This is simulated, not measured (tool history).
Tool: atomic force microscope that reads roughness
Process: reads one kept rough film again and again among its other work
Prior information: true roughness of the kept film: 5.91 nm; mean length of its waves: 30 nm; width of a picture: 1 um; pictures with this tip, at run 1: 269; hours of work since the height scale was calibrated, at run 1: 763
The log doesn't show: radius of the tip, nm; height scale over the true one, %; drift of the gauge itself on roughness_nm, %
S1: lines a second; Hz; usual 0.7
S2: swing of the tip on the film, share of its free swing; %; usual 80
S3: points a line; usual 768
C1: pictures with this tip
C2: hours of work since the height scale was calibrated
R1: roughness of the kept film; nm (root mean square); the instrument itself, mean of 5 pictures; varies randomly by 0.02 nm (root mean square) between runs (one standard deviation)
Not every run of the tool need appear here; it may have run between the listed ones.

run 1 hour=0 | S1=0.7 S2=80 S3=768 | C1=269 C2=763 | R1=3.65
-- hour=12.7 new tip fitted
run 2 hour=64.1 | S1=0.7 S2=80 S3=768 | C1=111 C2=806 | R1=4.264
run 3 hour=129 | S1=0.7 S2=80 S3=768 | C1=251 C2=850 | R1=3.609
-- hour=148.5 new tip fitted
run 4 hour=195 | S1=0.7 S2=80 S3=768 | C1=100 C2=894 | R1=4.365
run 5 hour=254.8 | S1=0.7 S2=80 S3=584 | C1=229 C2=935 | R1=3.739
-- hour=287.2 new tip fitted
run 6 hour=323.1 | S1=0.7 S2=80 S3=584 | C1=77 C2=980 | R1=4.447
run 7 hour=385.1 | S1=0.7 S2=80 S3=584 | C1=211 C2=1022 | R1=3.809
-- hour=425.1 new tip fitted
run 8 hour=447.7 | S1=1.44 S2=80 S3=768 | C1=48 C2=1064 | R1=4.319
run 9 hour=503.5 | S1=0.7 S2=80 S3=317 | C1=168 C2=1102 | R1=3.898
run 10 hour=539.1 | S1=0.7 S2=80 S3=768 | C1=244 C2=1126 | R1=3.607
-- hour=562.2 new tip fitted
run 11 hour=605 | S1=0.7 S2=80 S3=768 | C1=92 C2=1170 | R1=4.298
run 12 hour=666.6 | S1=2.406 S2=80 S3=768 | C1=225 C2=1212 | R1=3.239
run 13 hour=694.9 | S1=2.406 S2=80 S3=768 | C1=285 C2=1231 | R1=3.057
-- hour=698.2 new tip fitted
run 14 hour=723.1 | S1=0.682 S2=80 S3=768 | C1=54 C2=1250 | R1=4.568
run 15 hour=765.6 | S1=0.7 S2=80 S3=768 | C1=145 C2=1278 | R1=4.033
run 16 hour=822.5 | S1=0.7 S2=80 S3=768 | C1=267 C2=1317 | R1=3.518
-- hour=835 new tip fitted
run 17 hour=855.3 | S1=0.7 S2=80 S3=582 | C1=44 C2=1338 | R1=4.693
run 18 hour=898.4 | S1=0.7 S2=80 S3=582 | C1=136 C2=1368 | R1=4.118
run 19 hour=960 | S1=0.7 S2=79 S3=768 | C1=269 C2=1409 | R1=3.582
-- hour=973.8 new tip fitted
run 20 hour=994.6 | S1=0.7 S2=80 S3=768 | C1=45 C2=1432 | R1=4.628
run 21 hour=1034.2 | S1=0.739 S2=59 S3=768 | C1=130 C2=1459 | R1=4.355
run 22 hour=1079.8 | S1=0.739 S2=59 S3=768 | C1=228 C2=1490 | R1=3.871
-- hour=1115.3 new tip fitted
run 23 hour=1140.4 | S1=0.739 S2=78 S3=768 | C1=54 C2=1530 | R1=4.635
run 24 hour=1182.8 | S1=1.686 S2=59 S3=563 | C1=145 C2=1559 | R1=4.19
run 25 hour=1237.3 | S1=1.686 S2=59 S3=563 | C1=262 C2=1596 | R1=3.637
-- hour=1254.3 new tip fitted
run 26 hour=1266.4 | S1=0.525 S2=57 S3=768 | C1=26 C2=1615 | R1=5.01
run 27 hour=1313.9 | S1=1.246 S2=83 S3=419 | C1=128 C2=1647 | R1=3.914
run 28 hour=1358.1 | S1=1.613 S2=88 S3=417 | C1=223 C2=1677 | R1=3.293
-- hour=1393.4 new tip fitted
run 29 hour=1422.2 | S1=1.904 S2=57 S3=307 | C1=62 C2=1720 | R1=4.533
run 30 hour=1482.6 | S1=0.7 S2=80 S3=374 | C1=191 C2=1761 | R1=3.83
run 31 hour=1517 | S1=0.636 S2=62 S3=474 | C1=265 C2=1784 | R1=3.711
-- hour=1530.7 new tip fitted
run 32 hour=1583.6 | S1=0.7 S2=88 S3=543 | C1=113 C2=1829 | R1=4.117
run 33 hour=1624.1 | S1=2.082 S2=60 S3=361 | C1=200 C2=1856 | R1=3.796
-- hour=1667.3 new tip fitted
run 34 hour=1681.7 | S1=1.968 S2=80 S3=688 | C1=31 C2=1895 | R1=4.271
run 35 hour=1713.9 | S1=1.113 S2=81 S3=463 | C1=100 C2=1916 | R1=4.092
run 36 hour=1774.1 | S1=1.671 S2=71 S3=267 | C1=230 C2=1957 | R1=3.539
-- hour=1808.8 new tip fitted
run 37 hour=1820.1 | S1=0.564 S2=70 S3=768 | C1=24 C2=1988 | R1=4.915
run 38 hour=1858.4 | S1=2.649 S2=85 S3=768 | C1=107 C2=2014 | R1=3.467
run 39 hour=1912.7 | S1=1.305 S2=80 S3=526 | C1=223 C2=2050 | R1=3.527
-- hour=1946.5 new tip fitted
run 40 hour=1948.3 | S1=0.8 S2=80 S3=539 | C1=4 C2=2074 | R1=4.868

Below are 5 alternative next runs, each starting from the tool's condition after run 40. Predict each:
run A hour=1998.6 | S1=2.487 S2=73 S3=366 | C1=112 C2=2108 | R1=?
run B hour=1998.6 | S1=3.819 S2=60 S3=441 | C1=112 C2=2108 | R1=?
run C hour=1998.6 | S1=1.438 S2=73 S3=441 | C1=112 C2=2108 | R1=?
run D hour=1998.6 | S1=0.8 S2=80 S3=394 | C1=112 C2=2108 | R1=?
run E hour=1998.6 | S1=2.359 S2=70 S3=636 | C1=112 C2=2108 | R1=?

run=A R1=3.838
run=B R1=4.042
run=C R1=4.113
run=D R1=4.121
run=E R1=3.967
Had the tool no hidden state, the same runs would have come out as:
run=A R1=4.475
run=B R1=4.713
run=C R1=4.795
run=D R1=4.806
run=E R1=4.627
